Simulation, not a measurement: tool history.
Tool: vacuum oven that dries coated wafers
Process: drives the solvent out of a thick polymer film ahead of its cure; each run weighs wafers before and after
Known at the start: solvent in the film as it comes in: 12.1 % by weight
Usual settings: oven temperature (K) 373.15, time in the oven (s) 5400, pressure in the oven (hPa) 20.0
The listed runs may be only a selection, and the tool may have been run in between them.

run 1 hour=0.0 | oven_temperature_(K)=373.15 time_in_the_oven_(s)=5400 pressure_in_the_oven_(hPa)=20.0 | solvent_left_in_the_film_(%)=1.57
run 2 hour=62.8 | oven_temperature_(K)=373.15 time_in_the_oven_(s)=3540 pressure_in_the_oven_(hPa)=20.0 | solvent_left_in_the_film_(%)=2.52
run 3 hour=127.9 | oven_temperature_(K)=373.15 time_in_the_oven_(s)=3540 pressure_in_the_oven_(hPa)=20.0 | solvent_left_in_the_film_(%)=2.57
run 4 hour=200.0 | oven_temperature_(K)=373.15 time_in_the_oven_(s)=3540 pressure_in_the_oven_(hPa)=20.0 | solvent_left_in_the_film_(%)=2.56
run 5 hour=265.2 | oven_temperature_(K)=373.15 time_in_the_oven_(s)=3540 pressure_in_the_oven_(hPa)=20.0 | solvent_left_in_the_film_(%)=2.58
run 6 hour=300.2 | oven_temperature_(K)=373.15 time_in_the_oven_(s)=3540 pressure_in_the_oven_(hPa)=20.0 | solvent_left_in_the_film_(%)=2.57
run 7 hour=351.9 | oven_temperature_(K)=373.15 time_in_the_oven_(s)=5400 pressure_in_the_oven_(hPa)=21.6 | solvent_left_in_the_film_(%)=1.69
run 8 hour=424.4 | oven_temperature_(K)=373.15 time_in_the_oven_(s)=5400 pressure_in_the_oven_(hPa)=20.0 | solvent_left_in_the_film_(%)=1.63
run 9 hour=503.0 | oven_temperature_(K)=373.15 time_in_the_oven_(s)=5400 pressure_in_the_oven_(hPa)=20.0 | solvent_left_in_the_film_(%)=1.68
run 10 hour=588.8 | oven_temperature_(K)=373.15 time_in_the_oven_(s)=5400 pressure_in_the_oven_(hPa)=20.0 | solvent_left_in_the_film_(%)=1.67
run 11 hour=660.3 | oven_temperature_(K)=373.15 time_in_the_oven_(s)=5400 pressure_in_the_oven_(hPa)=20.0 | solvent_left_in_the_film_(%)=1.70
run 12 hour=700.8 | oven_temperature_(K)=373.15 time_in_the_oven_(s)=5400 pressure_in_the_oven_(hPa)=20.0 | solvent_left_in_the_film_(%)=1.68
run 13 hour=757.8 | oven_temperature_(K)=373.15 time_in_the_oven_(s)=5400 pressure_in_the_oven_(hPa)=20.0 | solvent_left_in_the_film_(%)=1.69
-- hour=790.4 oven's thermocouples calibrated
run 14 hour=812.0 | oven_temperature_(K)=365.15 time_in_the_oven_(s)=5400 pressure_in_the_oven_(hPa)=20.0 | solvent_left_in_the_film_(%)=2.96
run 15 hour=891.1 | oven_temperature_(K)=373.15 time_in_the_oven_(s)=5400 pressure_in_the_oven_(hPa)=10.3 | solvent_left_in_the_film_(%)=1.10
run 16 hour=958.5 | oven_temperature_(K)=373.15 time_in_the_oven_(s)=4800 pressure_in_the_oven_(hPa)=10.3 | solvent_left_in_the_film_(%)=1.26
run 17 hour=1028.5 | oven_temperature_(K)=380.15 time_in_the_oven_(s)=5400 pressure_in_the_oven_(hPa)=20.0 | solvent_left_in_the_film_(%)=0.91
run 18 hour=1094.2 | oven_temperature_(K)=374.15 time_in_the_oven_(s)=5400 pressure_in_the_oven_(hPa)=20.0 | solvent_left_in_the_film_(%)=1.42
run 19 hour=1136.4 | oven_temperature_(K)=374.15 time_in_the_oven_(s)=5400 pressure_in_the_oven_(hPa)=20.0 | solvent_left_in_the_film_(%)=1.39
run 20 hour=1219.4 | oven_temperature_(K)=374.15 time_in_the_oven_(s)=5400 pressure_in_the_oven_(hPa)=20.0 | solvent_left_in_the_film_(%)=1.39
run 21 hour=1265.4 | oven_temperature_(K)=374.15 time_in_the_oven_(s)=5400 pressure_in_the_oven_(hPa)=20.0 | solvent_left_in_the_film_(%)=1.38
run 22 hour=1339.9 | oven_temperature_(K)=373.15 time_in_the_oven_(s)=5400 pressure_in_the_oven_(hPa)=53.3 | solvent_left_in_the_film_(%)=3.10
run 23 hour=1402.5 | oven_temperature_(K)=373.15 time_in_the_oven_(s)=8700 pressure_in_the_oven_(hPa)=53.3 | solvent_left_in_the_film_(%)=2.74
run 24 hour=1475.1 | oven_temperature_(K)=373.15 time_in_the_oven_(s)=8700 pressure_in_the_oven_(hPa)=53.3 | solvent_left_in_the_film_(%)=2.78
run 25 hour=1532.7 | oven_temperature_(K)=359.15 time_in_the_oven_(s)=5400 pressure_in_the_oven_(hPa)=16.2 | solvent_left_in_the_film_(%)=4.56
run 26 hour=1592.8 | oven_temperature_(K)=373.15 time_in_the_oven_(s)=4320 pressure_in_the_oven_(hPa)=14.3 | solvent_left_in_the_film_(%)=1.73
run 27 hour=1664.6 | oven_temperature_(K)=373.15 time_in_the_oven_(s)=4800 pressure_in_the_oven_(hPa)=69.2 | solvent_left_in_the_film_(%)=3.97
run 28 hour=1706.8 | oven_temperature_(K)=373.15 time_in_the_oven_(s)=4800 pressure_in_the_oven_(hPa)=69.2 | solvent_left_in_the_film_(%)=4.11
run 29 hour=1775.2 | oven_temperature_(K)=363.15 time_in_the_oven_(s)=3720 pressure_in_the_oven_(hPa)=19.0 | solvent_left_in_the_film_(%)=4.78
run 30 hour=1830.1 | oven_temperature_(K)=362.15 time_in_the_oven_(s)=3720 pressure_in_the_oven_(hPa)=25.4 | solvent_left_in_the_film_(%)=5.36
run 31 hour=1901.8 | oven_temperature_(K)=367.15 time_in_the_oven_(s)=5400 pressure_in_the_oven_(hPa)=47.5 | solvent_left_in_the_film_(%)=4.20
run 32 hour=1959.3 | oven_temperature_(K)=373.15 time_in_the_oven_(s)=4020 pressure_in_the_oven_(hPa)=46.2 | solvent_left_in_the_film_(%)=3.32
run 33 hour=2007.8 | oven_temperature_(K)=377.15 time_in_the_oven_(s)=4920 pressure_in_the_oven_(hPa)=45.5 | solvent_left_in_the_film_(%)=2.33
run 34 hour=2059.4 | oven_temperature_(K)=361.15 time_in_the_oven_(s)=5400 pressure_in_the_oven_(hPa)=21.7 | solvent_left_in_the_film_(%)=4.37
run 35 hour=2141.8 | oven_temperature_(K)=383.15 time_in_the_oven_(s)=5640 pressure_in_the_oven_(hPa)=60.5 | solvent_left_in_the_film_(%)=2.19
run 36 hour=2182.8 | oven_temperature_(K)=380.15 time_in_the_oven_(s)=6300 pressure_in_the_oven_(hPa)=60.6 | solvent_left_in_the_film_(%)=2.47
run 37 hour=2263.8 | oven_temperature_(K)=380.15 time_in_the_oven_(s)=6300 pressure_in_the_oven_(hPa)=60.6 | solvent_left_in_the_film_(%)=2.48
run 38 hour=2343.9 | oven_temperature_(K)=373.15 time_in_the_oven_(s)=3060 pressure_in_the_oven_(hPa)=20.0 | solvent_left_in_the_film_(%)=3.00
run 39 hour=2414.6 | oven_temperature_(K)=379.15 time_in_the_oven_(s)=2880 pressure_in_the_oven_(hPa)=20.0 | solvent_left_in_the_film_(%)=1.83
run 40 hour=2479.0 | oven_temperature_(K)=379.15 time_in_the_oven_(s)=2880 pressure_in_the_oven_(hPa)=20.0 | solvent_left_in_the_film_(%)=1.91
run 41 hour=2515.9 | oven_temperature_(K)=376.15 time_in_the_oven_(s)=8700 pressure_in_the_oven_(hPa)=44.2 | solvent_left_in_the_film_(%)=2.18
run 42 hour=2596.7 | oven_temperature_(K)=376.15 time_in_the_oven_(s)=8700 pressure_in_the_oven_(hPa)=44.2 | solvent_left_in_the_film_(%)=2.15
run 43 hour=2646.3 | oven_temperature_(K)=362.15 time_in_the_oven_(s)=6960 pressure_in_the_oven_(hPa)=20.0 | solvent_left_in_the_film_(%)=3.43
run 44 hour=2706.5 | oven_temperature_(K)=373.15 time_in_the_oven_(s)=2820 pressure_in_the_oven_(hPa)=20.0 | solvent_left_in_the_film_(%)=3.28
run 45 hour=2781.8 | oven_temperature_(K)=361.15 time_in_the_oven_(s)=4080 pressure_in_the_oven_(hPa)=17.5 | solvent_left_in_the_film_(%)=5.21
run 46 hour=2868.8 | oven_temperature_(K)=361.15 time_in_the_oven_(s)=4080 pressure_in_the_oven_(hPa)=17.5 | solvent_left_in_the_film_(%)=5.15
run 47 hour=2904.7 | oven_temperature_(K)=369.15 time_in_the_oven_(s)=3780 pressure_in_the_oven_(hPa)=20.0 | solvent_left_in_the_film_(%)=3.43

Branching from run 47: 4 alternative next runs. What would each branch give?
run A hour=2962.5 | oven_temperature_(K)=360.15 time_in_the_oven_(s)=3780 pressure_in_the_oven_(hPa)=20.0 | solvent_left_in_the_film_(%)=?
run B hour=2962.5 | oven_temperature_(K)=373.15 time_in_the_oven_(s)=5400 pressure_in_the_oven_(hPa)=20.5 | solvent_left_in_the_film_(%)=?
run C hour=2962.5 | oven_temperature_(K)=363.15 time_in_the_oven_(s)=5400 pressure_in_the_oven_(hPa)=43.3 | solvent_left_in_the_film_(%)=?
run D hour=2962.5 | oven_temperature_(K)=373.15 time_in_the_oven_(s)=7920 pressure_in_the_oven_(hPa)=20.0 | solvent_left_in_the_film_(%)=?

run=A solvent_left_in_the_film_(%)=5.81
run=B solvent_left_in_the_film_(%)=1.71
run=C solvent_left_in_the_film_(%)=5.22
run=D solvent_left_in_the_film_(%)=1.34
Without the tool's hidden state the same runs would have given:
run=A solvent_left_in_the_film_(%)=5.29
run=B solvent_left_in_the_film_(%)=1.37
run=C solvent_left_in_the_film_(%)=4.66
run=D solvent_left_in_the_film_(%)=1.09
